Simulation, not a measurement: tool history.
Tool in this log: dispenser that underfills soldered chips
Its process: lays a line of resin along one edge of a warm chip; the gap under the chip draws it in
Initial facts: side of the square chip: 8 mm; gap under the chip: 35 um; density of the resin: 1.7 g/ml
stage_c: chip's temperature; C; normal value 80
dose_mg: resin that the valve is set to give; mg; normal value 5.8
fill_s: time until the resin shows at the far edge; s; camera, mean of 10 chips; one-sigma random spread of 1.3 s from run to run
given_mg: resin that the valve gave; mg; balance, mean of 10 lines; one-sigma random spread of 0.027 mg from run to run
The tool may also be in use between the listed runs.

Run 1, hour 0: usual settings. Result: fill_s 129 s, given_mg 5.55 mg.
At hour 7.8: dispensing valve cleaned and set on the balance.
Run 2, hour 9.8: usual settings but dose_mg 6.25 mg. Result: fill_s 180.2 s, given_mg 6.22 mg.
At hour 13.5: new syringe of resin.
Run 3, hour 17.8: usual settings but dose_mg 6.25 mg. Result: fill_s 152.6 s, given_mg 6.27 mg.
At hour 26.3: new syringe of resin.
Run 4, hour 29: usual settings but dose_mg 6.25 mg. Result: fill_s 143.1 s, given_mg 6.22 mg.
At hour 39: new syringe of resin.
Run 5, hour 39: usual settings but dose_mg 6.25 mg. Result: fill_s 129.6 s, given_mg 6.18 mg.
At hour 51.8: new syringe of resin.
Run 6, hour 53.9: usual settings but stage_c 93 C. Result: fill_s 85.9 s, given_mg 5.76 mg.
Run 7, hour 61: usual settings. Result: fill_s 183.4 s, given_mg 5.73 mg.
At hour 65: new syringe of resin.
Run 8, hour 70.7: usual settings but dose_mg 7.39 mg. Result: fill_s 157.7 s, given_mg 7.28 mg.
At hour 77.8: new syringe of resin.
Run 9, hour 85.7: usual settings but dose_mg 7.45 mg. Result: fill_s 173.3 s, given_mg 7.36 mg.
At hour 91.1: new syringe of resin.
Run 10, hour 99.2: usual settings but dose_mg 7.45 mg. Result: fill_s 172.7 s, given_mg 7.27 mg.
At hour 104.5: new syringe of resin.
Run 11, hour 110.1: usual settings. Result: fill_s 164 s, given_mg 5.67 mg.
At hour 116.9: new syringe of resin.
Run 12, hour 125.6: usual settings but stage_c 79 C. Result: fill_s 189.3 s, given_mg 5.66 mg.
At hour 130.7: new syringe of resin.
At hour 143.6: new syringe of resin.
Run 13, hour 143.6: usual settings but stage_c 79 C. Result: fill_s 136.8 s, given_mg 5.64 mg.
Run 14, hour 150.9: usual settings but stage_c 79 C. Result: fill_s 181.6 s, given_mg 5.65 mg.
At hour 156.1: new syringe of resin.
Run 15, hour 167.3: usual settings but dose_mg 5.61 mg. Result: fill_s 204.2 s, given_mg 5.42 mg.
At hour 168.8: new syringe of resin.
Run 16, hour 179.3: usual settings but stage_c 66 C. Result: fill_s 337.2 s, given_mg 5.58 mg.
At hour 181.2: new syringe of resin.
At hour 193.9: new syringe of resin.
Run 17, hour 197.3: usual settings but stage_c 66 C. Result: fill_s 253 s, given_mg 5.54 mg.
At hour 206.9: new syringe of resin.
Run 18, hour 212: usual settings but stage_c 82 C. Result: fill_s 151.2 s, given_mg 5.57 mg.
At hour 219.4: new syringe of resin.
Run 19, hour 228.4: usual settings but stage_c 72 C, dose_mg 5.91 mg. Result: fill_s 254 s, given_mg 5.67 mg.
At hour 232.3: new syringe of resin.
At hour 233.3: dispensing valve cleaned and set on the balance.
At hour 245.7: new syringe of resin.
Run 20, hour 246.2: usual settings but stage_c 84 C, dose_mg 6.24 mg. Result: fill_s 112.4 s, given_mg 6.22 mg.
At hour 258.2: new syringe of resin.
At hour 259.2: stage's temperature calibrated.
Run 21, hour 262.3: usual settings but stage_c 69 C, dose_mg 5.69 mg. Result: fill_s 217.8 s, given_mg 5.63 mg.
At hour 271.7: new syringe of resin.
Run 22, hour 279: usual settings but stage_c 66 C, dose_mg 6.97 mg. Result: fill_s 275.1 s, given_mg 6.84 mg.
At hour 284.3: new syringe of resin.
Run 23, hour 287.1: usual settings but stage_c 66 C, dose_mg 6.17 mg. Result: fill_s 236.3 s, given_mg 6.11 mg.
At hour 297.2: new syringe of resin.
Run 24, hour 303.6: usual settings but stage_c 75 C, dose_mg 7.47 mg. Result: fill_s 187.2 s, given_mg 7.4 mg.
At hour 310.5: new syringe of resin.
Run 25, hour 316.9: usual settings but stage_c 75 C, dose_mg 7.47 mg. Result: fill_s 189 s, given_mg 7.32 mg.
At hour 324: new syringe of resin.
Run 26, hour 334: usual settings but stage_c 93 C, dose_mg 5.04 mg. Result: fill_s 118.7 s, given_mg 4.93 mg.
At hour 337.2: new syringe of resin.
Run 27, hour 343: usual settings but stage_c 69 C, dose_mg 5.54 mg. Result: fill_s 241.5 s, given_mg 5.4 mg.
At hour 350: new syringe of resin.
Run 28, hour 354: usual settings but stage_c 73 C, dose_mg 6.77 mg. Result: fill_s 187 s, given_mg 6.56 mg.
Run 29, hour 362: usual settings but stage_c 73 C, dose_mg 6.77 mg. Result: fill_s 257 s, given_mg 6.56 mg.
At hour 363.6: new syringe of resin.
At hour 377: new syringe of resin.
Run 30, hour 377: usual settings but stage_c 76 C, dose_mg 6.17 mg. Result: fill_s 140.7 s, given_mg 5.96 mg.
Run 31, hour 384.6: usual settings but stage_c 90 C, dose_mg 6.54 mg. Result: fill_s 117.4 s, given_mg 6.33 mg.

The same runs without the tool's hidden state, with the same run-to-run variation:
Hidden conditions of the tool in this case: resin's viscosity, % of fresh resin's; dose that the valve gives, % of what is set; true chip temperature over the reading, C; drift of the gauge itself on fill_s, %; drift of the gauge itself on given_mg, %.
run  fill_s  given_mg
  1   122.9       5.8
  2   122.9      6.22
  3   122.6      6.28
  4   122.6      6.25
  5     123      6.22
  6    76.5      5.81
  7   123.2      5.79
  8   121.1      7.37
  9   120.8      7.48
 10   119.4      7.41
 11   126.2      5.79
 12   126.8       5.8
 13   128.1       5.8
 14   128.2      5.82
 15   122.9      5.61
 16   209.9      5.79
 17   208.2      5.77
 18   114.5      5.82
 19   165.9      5.94
 20   105.6      6.25
 21   189.1      5.68
 22     205      6.92
 23   208.4       6.2
 24   145.5      7.53
 25   144.6      7.46
 26    79.4      5.05
 27   188.4      5.54
 28   156.6      6.74
 29   157.6      6.76
 30   138.6      6.16
 31    86.5      6.55
